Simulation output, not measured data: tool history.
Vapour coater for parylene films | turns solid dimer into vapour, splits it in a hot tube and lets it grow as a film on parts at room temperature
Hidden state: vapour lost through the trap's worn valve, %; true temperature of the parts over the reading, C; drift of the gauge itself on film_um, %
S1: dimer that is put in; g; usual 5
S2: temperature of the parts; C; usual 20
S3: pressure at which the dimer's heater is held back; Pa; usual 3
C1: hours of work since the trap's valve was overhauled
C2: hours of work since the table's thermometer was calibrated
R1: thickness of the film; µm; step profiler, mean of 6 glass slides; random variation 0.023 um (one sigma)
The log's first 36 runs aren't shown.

run 37 hour=876.6 | S1=6 S2=20 S3=3 | C1=300 C2=894 | R1=3.13
-- hour=885.9 trap's valve overhauled
run 38 hour=900 | S1=6 S2=20 S3=3 | C1=6 C2=902 | R1=3.4
run 39 hour=927.4 | S1=5 S2=15 S3=10.6 | C1=17 C2=914 | R1=2.73
run 40 hour=949.1 | S1=4 S2=12 S3=4.58 | C1=26 C2=923 | R1=2.86
run 41 hour=968.7 | S1=4 S2=12 S3=4.58 | C1=34 C2=931 | R1=2.88
run 42 hour=985.4 | S1=4 S2=12 S3=2.41 | C1=41 C2=938 | R1=2.93
run 43 hour=1001.3 | S1=3 S2=26 S3=4.04 | C1=48 C2=944 | R1=1.29
run 44 hour=1016.1 | S1=3 S2=26 S3=4.04 | C1=54 C2=950 | R1=1.24

Forecast each of these 3 alternatives for the next run:
run A hour=1030.5 | S1=3 S2=29 S3=7.71 | C1=60 C2=956 | R1=?
run B hour=1030.5 | S1=2 S2=26 S3=4.04 | C1=60 C2=956 | R1=?
run C hour=1030.5 | S1=4 S2=16 S3=8.47 | C1=60 C2=956 | R1=?

run=A R1=1
run=B R1=0.83
run=C R1=2.14
Without the tool's hidden state the same runs would have given:
run=A R1=1.06
run=B R1=0.88
run=C R1=2.27

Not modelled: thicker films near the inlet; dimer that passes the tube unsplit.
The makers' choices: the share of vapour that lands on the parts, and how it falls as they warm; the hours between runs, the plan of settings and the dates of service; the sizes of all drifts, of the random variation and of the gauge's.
